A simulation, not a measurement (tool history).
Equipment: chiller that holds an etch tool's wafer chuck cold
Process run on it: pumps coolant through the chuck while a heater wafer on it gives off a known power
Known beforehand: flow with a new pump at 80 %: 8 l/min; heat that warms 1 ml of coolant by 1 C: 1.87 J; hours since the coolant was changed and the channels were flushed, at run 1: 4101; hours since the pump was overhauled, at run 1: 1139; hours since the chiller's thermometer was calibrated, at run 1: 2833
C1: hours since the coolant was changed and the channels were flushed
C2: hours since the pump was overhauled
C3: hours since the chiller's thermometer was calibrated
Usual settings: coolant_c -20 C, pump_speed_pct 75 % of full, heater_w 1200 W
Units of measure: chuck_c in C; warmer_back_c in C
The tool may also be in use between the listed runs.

{"run": 1, "hour": 0.0, "coolant_c": -20, "pump_speed_pct": 75, "heater_w": 1200, "C1": 4101, "C2": 1139, "C3": 2833, "chuck_c": -2.0, "warmer_back_c": 5.3}
{"run": 2, "hour": 26.9, "coolant_c": -20, "pump_speed_pct": 75, "heater_w": 1200, "C1": 4128, "C2": 1166, "C3": 2860, "chuck_c": -1.7, "warmer_back_c": 5.32}
{"run": 3, "hour": 57.4, "coolant_c": -20, "pump_speed_pct": 75, "heater_w": 1200, "C1": 4159, "C2": 1197, "C3": 2891, "chuck_c": -1.7, "warmer_back_c": 5.3}
{"run": 4, "hour": 81.6, "coolant_c": -20, "pump_speed_pct": 75, "heater_w": 1200, "C1": 4183, "C2": 1221, "C3": 2915, "chuck_c": -1.7, "warmer_back_c": 5.22}
{"run": 5, "hour": 108.3, "coolant_c": -20, "pump_speed_pct": 75, "heater_w": 1200, "C1": 4210, "C2": 1247, "C3": 2941, "chuck_c": -1.7, "warmer_back_c": 5.28}
{"run": 6, "hour": 126.4, "coolant_c": -20, "pump_speed_pct": 75, "heater_w": 1200, "C1": 4228, "C2": 1266, "C3": 2960, "chuck_c": -1.7, "warmer_back_c": 5.29}
{"run": 7, "hour": 142.5, "coolant_c": -20, "pump_speed_pct": 75, "heater_w": 1200, "C1": 4244, "C2": 1282, "C3": 2976, "chuck_c": -1.6, "warmer_back_c": 5.23}
{"run": 8, "hour": 157.7, "coolant_c": -20, "pump_speed_pct": 75, "heater_w": 1200, "C1": 4259, "C2": 1297, "C3": 2991, "chuck_c": -1.7, "warmer_back_c": 5.29}
{"run": 9, "hour": 177.1, "coolant_c": -20, "pump_speed_pct": 75, "heater_w": 1200, "C1": 4278, "C2": 1316, "C3": 3010, "chuck_c": -1.7, "warmer_back_c": 5.29}
{"run": 10, "hour": 198.9, "coolant_c": -10, "pump_speed_pct": 78, "heater_w": 1372, "C1": 4300, "C2": 1338, "C3": 3032, "chuck_c": 10.5, "warmer_back_c": 5.86}
{"hour": 213.5, "done": "coolant changed, channels flushed"}
{"run": 11, "hour": 236.5, "coolant_c": -10, "pump_speed_pct": 78, "heater_w": 1736, "C1": 23, "C2": 1370, "C3": 3064, "chuck_c": 13.1, "warmer_back_c": 7.34}
{"hour": 244.1, "done": "coolant pump overhauled"}
{"run": 12, "hour": 254.8, "coolant_c": -17, "pump_speed_pct": 89, "heater_w": 1522, "C1": 36, "C2": 11, "C3": 3077, "chuck_c": 1.7, "warmer_back_c": 5.77}
{"run": 13, "hour": 277.1, "coolant_c": -17, "pump_speed_pct": 89, "heater_w": 1522, "C1": 59, "C2": 33, "C3": 3099, "chuck_c": 1.8, "warmer_back_c": 5.79}
{"run": 14, "hour": 308.6, "coolant_c": -13, "pump_speed_pct": 63, "heater_w": 1522, "C1": 90, "C2": 64, "C3": 3131, "chuck_c": 10.6, "warmer_back_c": 7.97}
{"run": 15, "hour": 339.8, "coolant_c": -20, "pump_speed_pct": 87, "heater_w": 674, "C1": 121, "C2": 96, "C3": 3162, "chuck_c": -11.2, "warmer_back_c": 2.6}
{"run": 16, "hour": 369.9, "coolant_c": -20, "pump_speed_pct": 87, "heater_w": 674, "C1": 151, "C2": 126, "C3": 3192, "chuck_c": -11.3, "warmer_back_c": 2.6}
{"run": 17, "hour": 385.9, "coolant_c": -24, "pump_speed_pct": 84, "heater_w": 612, "C1": 167, "C2": 142, "C3": 3208, "chuck_c": -15.9, "warmer_back_c": 2.5}

Predict each of these 3 candidate next runs independently; none follows another, all start after run 17:
{"hour": 392.9, "done": "coolant pump overhauled, once more"}
{"run": "A", "hour": 417.9, "coolant_c": -24, "pump_speed_pct": 82, "heater_w": 1162, "C1": 194, "C2": 25, "C3": 3235, "chuck_c": "?", "warmer_back_c": "?"}
{"hour": 392.9, "done": "coolant pump overhauled, once more"}
{"run": "B", "hour": 417.9, "coolant_c": -19, "pump_speed_pct": 76, "heater_w": 1128, "C1": 194, "C2": 25, "C3": 3235, "chuck_c": "?", "warmer_back_c": "?"}
{"hour": 392.9, "done": "coolant pump overhauled, once more"}
{"run": "C", "hour": 417.9, "coolant_c": -19, "pump_speed_pct": 75, "heater_w": 1717, "C1": 194, "C2": 25, "C3": 3235, "chuck_c": "?", "warmer_back_c": "?"}

run=A chuck_c=-9.3 warmer_back_c=4.60
run=B chuck_c=-3.6 warmer_back_c=4.80
run=C chuck_c=4.0 warmer_back_c=7.37
Take away the tool's hidden state, keep each run's random variation, and the runs would have read:
run=A chuck_c=-10.1 warmer_back_c=4.59
run=B chuck_c=-4.4 warmer_back_c=4.80
run=C chuck_c=3.1 warmer_back_c=7.36

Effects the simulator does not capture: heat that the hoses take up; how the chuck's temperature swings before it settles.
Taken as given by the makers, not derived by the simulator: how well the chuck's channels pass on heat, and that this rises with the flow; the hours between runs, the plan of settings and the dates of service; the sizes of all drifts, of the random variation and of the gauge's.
